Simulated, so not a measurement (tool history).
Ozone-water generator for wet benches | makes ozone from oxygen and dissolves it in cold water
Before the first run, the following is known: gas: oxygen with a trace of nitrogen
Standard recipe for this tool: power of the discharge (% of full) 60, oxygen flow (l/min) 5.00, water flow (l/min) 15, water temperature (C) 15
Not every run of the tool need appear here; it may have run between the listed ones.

| run | hour | power of the discharge (% of full) | oxygen flow (l/min) | water flow (l/min) | water temperature (C) | dissolved ozone (ppm) | ozone in the gas ahead of the water (g/m3) |
|---|---|---|---|---|---|---|---|
| 1 | 0.0 | 60 | 5.00 | 15 | 15 | 25.7 | 207.8 |
| 2 | 31.6 | 60 | 5.00 | 15 | 15 | 25.8 | 206.8 |
| 3 | 52.6 | 60 | 5.00 | 15 | 15 | 26.0 | 207.7 |
| 4 | 79.2 | 60 | 5.00 | 15 | 15 | 25.9 | 206.2 |
| 5 | 111.4 | 60 | 5.90 | 15 | 15 | 25.9 | 193.1 |
| 6 | 136.3 | 60 | 5.00 | 15 | 15 | 25.7 | 205.9 |
| 7 | 157.5 | 60 | 5.00 | 14 | 15 | 27.3 | 206.3 |
| 8 | 188.8 | 60 | 5.00 | 14 | 15 | 26.9 | 204.9 |
| 9 | 206.7 | 60 | 5.00 | 14 | 15 | 27.2 | 207.0 |
| 10 | 225.8 | 60 | 3.17 | 14 | 15 | 24.6 | 241.9 |
| 11 | 252.0 | 60 | 3.17 | 14 | 15 | 24.5 | 242.7 |
| 12 | 284.5 | 60 | 3.17 | 14 | 15 | 25.0 | 245.8 |
| 13 | 302.8 | 60 | 3.17 | 14 | 15 | 24.6 | 243.6 |
| 14 | 329.8 | 60 | 3.17 | 14 | 15 | 25.1 | 244.3 |
| 15 | 352.2 | 60 | 4.32 | 15 | 15 | 24.9 | 218.9 |
| 16 | 380.2 | 60 | 4.32 | 15 | 15 | 25.1 | 215.5 |
| 17 | 417.6 | 60 | 7.06 | 20 | 11 | 22.3 | 180.3 |
| 18 | 456.2 | 60 | 2.97 | 15 | 9 | 24.0 | 247.4 |
| 19 | 486.8 | 58 | 5.00 | 15 | 15 | 25.0 | 202.2 |
| 20 | 511.0 | 58 | 5.00 | 15 | 15 | 24.8 | 200.8 |
| 21 | 528.3 | 58 | 5.00 | 15 | 15 | 25.1 | 199.7 |
| 22 | 558.9 | 58 | 5.00 | 15 | 15 | 24.8 | 201.5 |
|  | 565.8 | contactor cleaned |
| 23 | 601.1 | 58 | 5.00 | 15 | 15 | 24.4 | 201.1 |
| 24 | 624.5 | 58 | 5.00 | 15 | 15 | 24.8 | 201.4 |
| 25 | 659.4 | 57 | 6.05 | 12 | 15 | 29.2 | 184.4 |
| 26 | 693.1 | 57 | 6.05 | 12 | 15 | 29.4 | 183.7 |
| 27 | 711.0 | 57 | 6.05 | 12 | 15 | 29.2 | 182.9 |
| 28 | 730.3 | 68 | 6.71 | 13 | 14 | 31.6 | 201.3 |

Run 29 has not been measured yet. What should we expect?
|  | 769.3 | contactor cleaned, once more |
| 29 | 769.3 | 94 | 2.89 | 11 | 15 | ? | ? |

For run 29 the tool returned dissolved ozone (ppm) 41.4, ozone in the gas ahead of the water (g/m3) 345.5.
If the tool had no hidden condition, the same run with the same run-to-run variation would have returned dissolved ozone (ppm) 44.2, ozone in the gas ahead of the water (g/m3) 366.3.

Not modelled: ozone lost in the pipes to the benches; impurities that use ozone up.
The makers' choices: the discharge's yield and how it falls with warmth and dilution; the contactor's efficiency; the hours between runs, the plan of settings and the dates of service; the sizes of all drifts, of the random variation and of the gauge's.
